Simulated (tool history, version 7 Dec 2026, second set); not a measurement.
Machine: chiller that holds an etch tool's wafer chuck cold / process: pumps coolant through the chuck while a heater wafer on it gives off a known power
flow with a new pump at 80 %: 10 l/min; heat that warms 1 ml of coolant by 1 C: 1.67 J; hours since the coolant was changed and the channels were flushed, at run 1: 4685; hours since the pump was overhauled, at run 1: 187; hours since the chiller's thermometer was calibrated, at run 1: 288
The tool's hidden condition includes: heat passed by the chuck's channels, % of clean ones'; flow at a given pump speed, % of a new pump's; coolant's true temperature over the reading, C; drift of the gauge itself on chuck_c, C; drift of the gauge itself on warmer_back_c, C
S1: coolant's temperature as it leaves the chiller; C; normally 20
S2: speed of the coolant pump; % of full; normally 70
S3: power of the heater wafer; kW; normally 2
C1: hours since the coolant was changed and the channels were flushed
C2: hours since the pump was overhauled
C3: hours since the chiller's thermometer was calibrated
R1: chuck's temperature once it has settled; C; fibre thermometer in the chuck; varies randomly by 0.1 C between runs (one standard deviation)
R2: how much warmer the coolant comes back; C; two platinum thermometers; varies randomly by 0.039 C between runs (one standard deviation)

{"run": 1, "day": 0.0, "S1": 20, "S2": 70, "S3": 2, "C1": 4685, "C2": 187, "C3": 288, "R1": 35.5, "R2": 8.37}
{"day": 0.921, "done": "coolant changed, channels flushed"}
{"run": 2, "day": 1.612, "S1": 20, "S2": 70, "S3": 1.623, "C1": 17, "C2": 219, "C3": 321, "R1": 32, "R2": 6.82}
{"run": 3, "day": 4.038, "S1": 20, "S2": 70, "S3": 1.623, "C1": 75, "C2": 278, "C3": 379, "R1": 32, "R2": 6.78}
{"run": 4, "day": 6.229, "S1": 20, "S2": 71, "S3": 1.623, "C1": 127, "C2": 330, "C3": 432, "R1": 32.1, "R2": 6.72}
{"run": 5, "day": 9.238, "S1": 20, "S2": 70, "S3": 2.323, "C1": 200, "C2": 402, "C3": 504, "R1": 37.4, "R2": 9.75}
{"run": 6, "day": 12.188, "S1": 20, "S2": 65, "S3": 2, "C1": 270, "C2": 473, "C3": 575, "R1": 35.8, "R2": 9.1}
{"run": 7, "day": 14.979, "S1": 20, "S2": 91, "S3": 2, "C1": 337, "C2": 540, "C3": 642, "R1": 32.1, "R2": 6.3}
{"run": 8, "day": 16.379, "S1": 20, "S2": 91, "S3": 2, "C1": 371, "C2": 574, "C3": 676, "R1": 32.4, "R2": 6.3}
{"run": 9, "day": 17.762, "S1": 20, "S2": 91, "S3": 2, "C1": 404, "C2": 607, "C3": 709, "R1": 32.2, "R2": 6.3}
{"run": 10, "day": 20.579, "S1": 20, "S2": 91, "S3": 2, "C1": 472, "C2": 675, "C3": 776, "R1": 32.1, "R2": 6.32}
{"run": 11, "day": 23.038, "S1": 20, "S2": 82, "S3": 2, "C1": 531, "C2": 734, "C3": 835, "R1": 33.3, "R2": 7.08}
{"run": 12, "day": 24.521, "S1": 20, "S2": 70, "S3": 1.537, "C1": 566, "C2": 769, "C3": 871, "R1": 31.4, "R2": 6.54}
{"run": 13, "day": 26.95, "S1": 13, "S2": 70, "S3": 2, "C1": 625, "C2": 828, "C3": 929, "R1": 28.1, "R2": 8.46}
{"run": 14, "day": 29.875, "S1": 13, "S2": 99, "S3": 2, "C1": 695, "C2": 898, "C3": 999, "R1": 24.6, "R2": 5.67}
{"run": 15, "day": 32.742, "S1": 20, "S2": 70, "S3": 2, "C1": 764, "C2": 967, "C3": 1068, "R1": 35.1, "R2": 8.51}
{"day": 33.071, "done": "chiller's thermometer calibrated"}
{"run": 16, "day": 35.829, "S1": 20, "S2": 63, "S3": 2, "C1": 837, "C2": 1040, "C3": 66, "R1": 36.2, "R2": 9.58}
{"run": 17, "day": 38.242, "S1": 26, "S2": 70, "S3": 2, "C1": 895, "C2": 1098, "C3": 124, "R1": 41.1, "R2": 8.48}
{"day": 39.0, "done": "chiller's thermometer calibrated, once more"}
{"run": 18, "day": 40.412, "S1": 12, "S2": 70, "S3": 2.603, "C1": 946, "C2": 1149, "C3": 34, "R1": 31.7, "R2": 11.02}
{"run": 19, "day": 43.321, "S1": 11, "S2": 74, "S3": 2.796, "C1": 1016, "C2": 1219, "C3": 104, "R1": 31.2, "R2": 11.19}
{"run": 20, "day": 45.617, "S1": 27, "S2": 89, "S3": 2.653, "C1": 1071, "C2": 1274, "C3": 159, "R1": 44, "R2": 8.67}
{"run": 21, "day": 48.304, "S1": 27, "S2": 89, "S3": 2.653, "C1": 1135, "C2": 1338, "C3": 223, "R1": 43.8, "R2": 8.76}
{"run": 22, "day": 51.1, "S1": 17, "S2": 74, "S3": 1.593, "C1": 1202, "C2": 1405, "C3": 290, "R1": 28.7, "R2": 6.46}
{"run": 23, "day": 53.971, "S1": 17, "S2": 74, "S3": 1.593, "C1": 1271, "C2": 1474, "C3": 359, "R1": 28.5, "R2": 6.44}
{"run": 24, "day": 55.538, "S1": 17, "S2": 74, "S3": 1.593, "C1": 1309, "C2": 1512, "C3": 397, "R1": 28.5, "R2": 6.36}
{"run": 25, "day": 57.817, "S1": 23, "S2": 65, "S3": 2.03, "C1": 1364, "C2": 1566, "C3": 452, "R1": 39.5, "R2": 9.36}
{"run": 26, "day": 59.762, "S1": 13, "S2": 75, "S3": 2, "C1": 1410, "C2": 1613, "C3": 498, "R1": 27.4, "R2": 7.96}
{"run": 27, "day": 61.15, "S1": 20, "S2": 72, "S3": 2, "C1": 1444, "C2": 1646, "C3": 532, "R1": 34.9, "R2": 8.35}
{"run": 28, "day": 64.192, "S1": 10, "S2": 65, "S3": 1.494, "C1": 1517, "C2": 1719, "C3": 605, "R1": 22.1, "R2": 6.96}
{"run": 29, "day": 65.508, "S1": 10, "S2": 63, "S3": 1.935, "C1": 1548, "C2": 1751, "C3": 636, "R1": 26.1, "R2": 9.33}
{"run": 30, "day": 66.783, "S1": 24, "S2": 92, "S3": 1.086, "C1": 1579, "C2": 1782, "C3": 667, "R1": 30.8, "R2": 3.42}
{"run": 31, "day": 68.492, "S1": 24, "S2": 92, "S3": 1.086, "C1": 1620, "C2": 1823, "C3": 708, "R1": 30.7, "R2": 3.44}

4 options for the next run, each taken on its own from the tool as it stands now. Forecast them:
{"run": "A", "day": 70.092, "S1": 16, "S2": 71, "S3": 2.023, "C1": 1658, "C2": 1861, "C3": 746, "R1": "?", "R2": "?"}
{"run": "B", "day": 70.092, "S1": 11, "S2": 87, "S3": 1.601, "C1": 1658, "C2": 1861, "C3": 746, "R1": "?", "R2": "?"}
{"run": "C", "day": 70.092, "S1": 24, "S2": 89, "S3": 1.086, "C1": 1658, "C2": 1861, "C3": 746, "R1": "?", "R2": "?"}
{"run": "D", "day": 70.092, "S1": 13, "S2": 77, "S3": 1.086, "C1": 1658, "C2": 1861, "C3": 746, "R1": "?", "R2": "?"}

run=A R1=31.4 R2=8.62
run=B R1=21.4 R2=5.46
run=C R1=31 R2=3.62
run=D R1=20.7 R2=4.17
The same runs, with their run-to-run variation unchanged, on a tool lacking any hidden condition would have given:
run=A R1=30.8 R2=8.35
run=B R1=21.1 R2=5.28
run=C R1=30.8 R2=3.51
run=D R1=20.4 R2=4.04
